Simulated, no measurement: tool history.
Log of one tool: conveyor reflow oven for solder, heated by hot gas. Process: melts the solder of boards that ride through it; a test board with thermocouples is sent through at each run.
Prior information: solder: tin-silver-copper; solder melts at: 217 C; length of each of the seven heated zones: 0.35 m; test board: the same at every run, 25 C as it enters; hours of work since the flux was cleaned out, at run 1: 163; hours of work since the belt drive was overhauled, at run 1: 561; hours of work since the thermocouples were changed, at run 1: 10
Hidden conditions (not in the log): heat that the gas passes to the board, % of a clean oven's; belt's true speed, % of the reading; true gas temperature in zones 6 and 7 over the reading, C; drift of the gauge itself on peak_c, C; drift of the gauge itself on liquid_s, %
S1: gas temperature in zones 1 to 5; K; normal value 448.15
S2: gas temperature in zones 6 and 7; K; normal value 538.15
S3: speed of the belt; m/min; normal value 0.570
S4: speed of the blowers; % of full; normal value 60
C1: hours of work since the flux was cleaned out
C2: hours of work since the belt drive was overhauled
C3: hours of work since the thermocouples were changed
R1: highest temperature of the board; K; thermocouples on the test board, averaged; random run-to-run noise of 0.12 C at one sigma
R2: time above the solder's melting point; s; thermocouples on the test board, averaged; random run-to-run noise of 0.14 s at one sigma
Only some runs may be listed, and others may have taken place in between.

Run 1, hour 0.0: usual settings; C1 163; C2 561; C3 10. Result: R1 524.15 K, R2 54.7 s.
Run 2, hour 6.1: usual settings; C1 167; C2 565; C3 14. Result: R1 524.15 K, R2 55.0 s.
Run 3, hour 13.4: usual settings; C1 172; C2 570; C3 19. Result: R1 524.05 K, R2 55.2 s.
Run 4, hour 19.5: usual settings but S3 0.522 m/min; C1 176; C2 574; C3 23. Result: R1 526.25 K, R2 62.5 s.
Run 5, hour 27.8: usual settings but S3 0.522 m/min; C1 182; C2 580; C3 28. Result: R1 526.45 K, R2 62.8 s.
Run 6, hour 34.1: usual settings but S3 0.522 m/min; C1 186; C2 584; C3 33. Result: R1 526.25 K, R2 62.4 s.
Run 7, hour 45.3: usual settings but S2 539.15 K, S3 0.555 m/min, S4 56 % of full; C1 194; C2 592; C3 40. Result: R1 525.15 K, R2 57.3 s.
Run 8, hour 52.1: usual settings but S2 539.15 K, S3 0.555 m/min, S4 56 % of full; C1 198; C2 597; C3 45. Result: R1 524.95 K, R2 57.1 s.
Run 9, hour 61.9: usual settings but S1 444.15 K, S4 74 % of full; C1 205; C2 603; C3 52. Result: R1 525.35 K, R2 54.9 s.
Run 10, hour 68.9: usual settings but S2 528.15 K, S4 55 % of full; C1 210; C2 608; C3 56. Result: R1 514.25 K, R2 46.8 s.
Run 11, hour 75.1: usual settings but S1 437.15 K, S2 543.15 K, S3 0.678 m/min, S4 65 % of full; C1 214; C2 612; C3 61. Result: R1 521.35 K, R2 40.2 s.

Each row is a separate what-if for the run after 11, all from the same tool condition, not one after another. Results?
Run A, hour 84.7: usual settings but S1 437.15 K, S2 535.15 K, S3 0.678 m/min, S4 65 % of full; C1 221; C2 619; C3 67. Result: R1 ?, R2 ?.
Run B, hour 84.7: usual settings but S1 437.15 K, S2 540.15 K, S3 0.640 m/min, S4 53 % of full; C1 221; C2 619; C3 67. Result: R1 ?, R2 ?.
Run C, hour 84.7: usual settings but S1 436.15 K, S2 543.15 K, S3 0.678 m/min, S4 62 % of full; C1 221; C2 619; C3 67. Result: R1 ?, R2 ?.
Run D, hour 84.7: usual settings but S1 444.15 K, S2 543.15 K, S3 0.678 m/min, S4 65 % of full; C1 221; C2 619; C3 67. Result: R1 ?, R2 ?.

run      R1    R2
  A  514.45  35.1
  B  518.35  40.1
  C  520.45  39.2
  D  522.55  43.0
Take away the tool's hidden state, keep each run's random variation, and the runs would have read:
run      R1    R2
  A  514.55  35.2
  B  518.35  40.1
  C  520.55  39.3
  D  522.65  43.0

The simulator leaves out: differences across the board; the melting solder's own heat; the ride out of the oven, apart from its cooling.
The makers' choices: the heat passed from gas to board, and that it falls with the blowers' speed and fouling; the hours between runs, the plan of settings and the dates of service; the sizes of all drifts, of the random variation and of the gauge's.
